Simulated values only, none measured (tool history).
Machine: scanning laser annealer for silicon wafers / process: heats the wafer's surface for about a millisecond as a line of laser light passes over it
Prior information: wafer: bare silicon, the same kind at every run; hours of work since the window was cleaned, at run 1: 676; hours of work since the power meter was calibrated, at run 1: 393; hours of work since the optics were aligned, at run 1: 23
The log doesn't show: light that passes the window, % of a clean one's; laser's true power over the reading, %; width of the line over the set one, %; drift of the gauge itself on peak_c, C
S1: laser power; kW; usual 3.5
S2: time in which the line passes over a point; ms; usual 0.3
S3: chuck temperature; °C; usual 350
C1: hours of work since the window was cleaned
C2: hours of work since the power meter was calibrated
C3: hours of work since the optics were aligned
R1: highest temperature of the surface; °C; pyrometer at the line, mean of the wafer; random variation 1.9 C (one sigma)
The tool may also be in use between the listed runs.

Run 1, hour 0: usual settings; C1 676; C2 393; C3 23. Result: R1 1128 °C.
Run 2, hour 26.4: usual settings but S2 0.294 ms; C1 687; C2 404; C3 34. Result: R1 1117 °C.
At hour 37.6: window over the wafer cleaned.
Run 3, hour 69.1: usual settings but S2 0.294 ms; C1 13; C2 421; C3 51. Result: R1 1141 °C.
Run 4, hour 104.5: usual settings but S2 0.245 ms; C1 28; C2 436; C3 66. Result: R1 1066 °C.
Run 5, hour 138.7: usual settings but S2 0.245 ms; C1 43; C2 450; C3 80. Result: R1 1065 °C.
Run 6, hour 176.1: usual settings but S2 0.245 ms; C1 58; C2 466; C3 96. Result: R1 1064 °C.
Run 7, hour 203.5: usual settings but S2 0.266 ms; C1 70; C2 478; C3 108. Result: R1 1096 °C.
Run 8, hour 248: usual settings but S2 0.266 ms; C1 89; C2 496; C3 126. Result: R1 1094 °C.
Run 9, hour 273: usual settings but S1 3.352 kW; C1 99; C2 507; C3 137. Result: R1 1106 °C.
Run 10, hour 305.7: usual settings but S1 3.352 kW; C1 113; C2 521; C3 151. Result: R1 1104 °C.
Run 11, hour 350.2: usual settings but S1 3.352 kW; C1 132; C2 539; C3 169. Result: R1 1102 °C.
Run 12, hour 379.8: usual settings; C1 144; C2 552; C3 182. Result: R1 1147 °C.
Run 13, hour 432.4: usual settings; C1 166; C2 574; C3 204. Result: R1 1147 °C.
Run 14, hour 480: usual settings; C1 186; C2 594; C3 224. Result: R1 1144 °C.
Run 15, hour 519.3: usual settings; C1 203; C2 611; C3 241. Result: R1 1143 °C.
Run 16, hour 557.7: usual settings but S3 382 °C; C1 219; C2 627; C3 257. Result: R1 1174 °C.
Run 17, hour 597.9: usual settings but S3 382 °C; C1 236; C2 644; C3 274. Result: R1 1179 °C.
Run 18, hour 645.1: usual settings but S1 3.074 kW; C1 256; C2 664; C3 294. Result: R1 1021 °C.
Run 19, hour 700.8: usual settings but S1 3.074 kW; C1 279; C2 687; C3 317. Result: R1 1022 °C.
Run 20, hour 726.4: usual settings but S1 3.074 kW; C1 290; C2 698; C3 328. Result: R1 1019 °C.
Run 21, hour 767.6: usual settings but S1 3.486 kW, S2 0.327 ms, S3 363 °C; C1 307; C2 715; C3 345. Result: R1 1185 °C.
Run 22, hour 818.9: usual settings but S1 3.486 kW, S2 0.327 ms, S3 363 °C; C1 329; C2 737; C3 367. Result: R1 1183 °C.
Run 23, hour 849.9: usual settings but S1 3.534 kW, S2 0.255 ms, S3 386 °C; C1 342; C2 750; C3 380. Result: R1 1113 °C.
Run 24, hour 888.9: usual settings but S1 3.481 kW, S2 0.296 ms, S3 355 °C; C1 358; C2 766; C3 396. Result: R1 1131 °C.
Run 25, hour 924: usual settings but S1 3.275 kW, S2 0.373 ms, S3 329 °C; C1 373; C2 781; C3 411. Result: R1 1144 °C.
Run 26, hour 961.4: usual settings but S1 3.275 kW, S2 0.244 ms, S3 389 °C; C1 389; C2 797; C3 427. Result: R1 1034 °C.
Run 27, hour 1012: usual settings but S2 0.343 ms, S3 357 °C; C1 410; C2 818; C3 448. Result: R1 1203 °C.
Run 28, hour 1060: usual settings but S1 3.531 kW, S2 0.214 ms, S3 379 °C; C1 430; C2 838; C3 468. Result: R1 1037 °C.
Run 29, hour 1084.7: usual settings but S1 3.531 kW, S2 0.214 ms, S3 379 °C; C1 441; C2 849; C3 479. Result: R1 1035 °C.
Run 30, hour 1138.2: usual settings but S1 3.531 kW, S2 0.214 ms, S3 379 °C; C1 463; C2 871; C3 501. Result: R1 1033 °C.
Run 31, hour 1194.1: usual settings but S1 3.333 kW, S2 0.225 ms; C1 487; C2 895; C3 525. Result: R1 978 °C.
Run 32, hour 1228.9: usual settings but S2 0.366 ms, S3 383 °C; C1 502; C2 909; C3 539. Result: R1 1259 °C.
Run 33, hour 1263.3: usual settings but S3 318 °C; C1 516; C2 924; C3 554. Result: R1 1097 °C.
Run 34, hour 1293.6: usual settings but S1 3.76 kW, S2 0.34 ms, S3 324 °C; C1 529; C2 937; C3 567. Result: R1 1245 °C.
Run 35, hour 1329.4: usual settings but S1 3.21 kW, S2 0.378 ms, S3 386 °C; C1 544; C2 952; C3 582. Result: R1 1179 °C.
Run 36, hour 1372.9: usual settings but S1 3.325 kW, S2 0.369 ms; C1 562; C2 970; C3 600. Result: R1 1170 °C.
Run 37, hour 1407: usual settings but S1 3.358 kW, S2 0.265 ms; C1 577; C2 984; C3 614. Result: R1 1039 °C.
Run 38, hour 1436.7: usual settings but S3 314 °C; C1 589; C2 997; C3 627. Result: R1 1092 °C.
Run 39, hour 1487.4: usual settings but S2 0.224 ms, S3 336 °C; C1 610; C2 1018; C3 648. Result: R1 992 °C.
Run 40, hour 1539.1: usual settings but S1 3.409 kW, S2 0.353 ms, S3 310 °C; C1 632; C2 1040; C3 670. Result: R1 1132 °C.

Alternative continuations, all from the tool just after run 40; predict every row:
Run A, hour 1580.2: usual settings but S1 3.249 kW; C1 649; C2 1057; C3 687. Result: R1 ?.
Run B, hour 1580.2: usual settings but S1 3.735 kW, S2 0.296 ms, S3 380 °C; C1 649; C2 1057; C3 687. Result: R1 ?.
Run C, hour 1580.2: usual settings but S1 3.409 kW, S2 0.22 ms, S3 310 °C; C1 649; C2 1057; C3 687. Result: R1 ?.

run    R1
  A  1055
  B  1218
  C   937
With the hidden condition removed and each run's random variation left untouched, the same runs would have given:
run    R1
  A  1081
  B  1249
  C   960
